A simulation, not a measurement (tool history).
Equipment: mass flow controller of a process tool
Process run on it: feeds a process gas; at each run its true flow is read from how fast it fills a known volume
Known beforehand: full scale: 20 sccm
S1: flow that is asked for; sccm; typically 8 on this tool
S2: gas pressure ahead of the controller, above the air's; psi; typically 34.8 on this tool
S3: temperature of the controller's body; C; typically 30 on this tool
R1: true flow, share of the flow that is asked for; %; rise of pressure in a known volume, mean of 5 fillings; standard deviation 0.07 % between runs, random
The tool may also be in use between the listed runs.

{"run": 1, "day": 0.0, "S1": 8, "S2": 34.8, "S3": 30, "R1": 97.79}
{"run": 2, "day": 3.562, "S1": 8, "S2": 34.8, "S3": 30, "R1": 97.79}
{"run": 3, "day": 7.25, "S1": 8, "S2": 34.8, "S3": 30, "R1": 97.7}
{"run": 4, "day": 11.771, "S1": 8, "S2": 34.8, "S3": 30, "R1": 97.68}
{"run": 5, "day": 15.533, "S1": 8, "S2": 34.8, "S3": 30, "R1": 97.76}
{"run": 6, "day": 21.379, "S1": 8, "S2": 34.8, "S3": 39, "R1": 96.6}
{"run": 7, "day": 25.392, "S1": 8, "S2": 34.8, "S3": 30, "R1": 97.77}
{"run": 8, "day": 28.746, "S1": 3, "S2": 25.8, "S3": 24, "R1": 97.88}
{"run": 9, "day": 35.208, "S1": 8, "S2": 30.0, "S3": 21, "R1": 98.86}
{"run": 10, "day": 40.683, "S1": 3, "S2": 34.8, "S3": 38, "R1": 96.13}
{"run": 11, "day": 44.008, "S1": 3, "S2": 34.8, "S3": 38, "R1": 96.2}
{"run": 12, "day": 47.579, "S1": 3, "S2": 34.8, "S3": 38, "R1": 96.27}
{"run": 13, "day": 50.788, "S1": 3, "S2": 21.8, "S3": 38, "R1": 96.36}

Each row is a separate what-if for the run after 13, all from the same tool condition, not one after another. Results?
{"run": "A", "day": 56.117, "S1": 2, "S2": 34.8, "S3": 29, "R1": "?"}
{"run": "B", "day": 56.117, "S1": 2, "S2": 21.8, "S3": 38, "R1": "?"}
{"run": "C", "day": 56.117, "S1": 18, "S2": 37.1, "S3": 22, "R1": "?"}
{"run": "D", "day": 56.117, "S1": 3, "S2": 21.8, "S3": 34, "R1": "?"}

run=A R1=97.01
run=B R1=96.14
run=C R1=100.00
run=D R1=96.73
What these runs would have given with no unlogged condition in the tool:
run=A R1=97.02
run=B R1=96.15
run=C R1=99.99
run=D R1=96.73
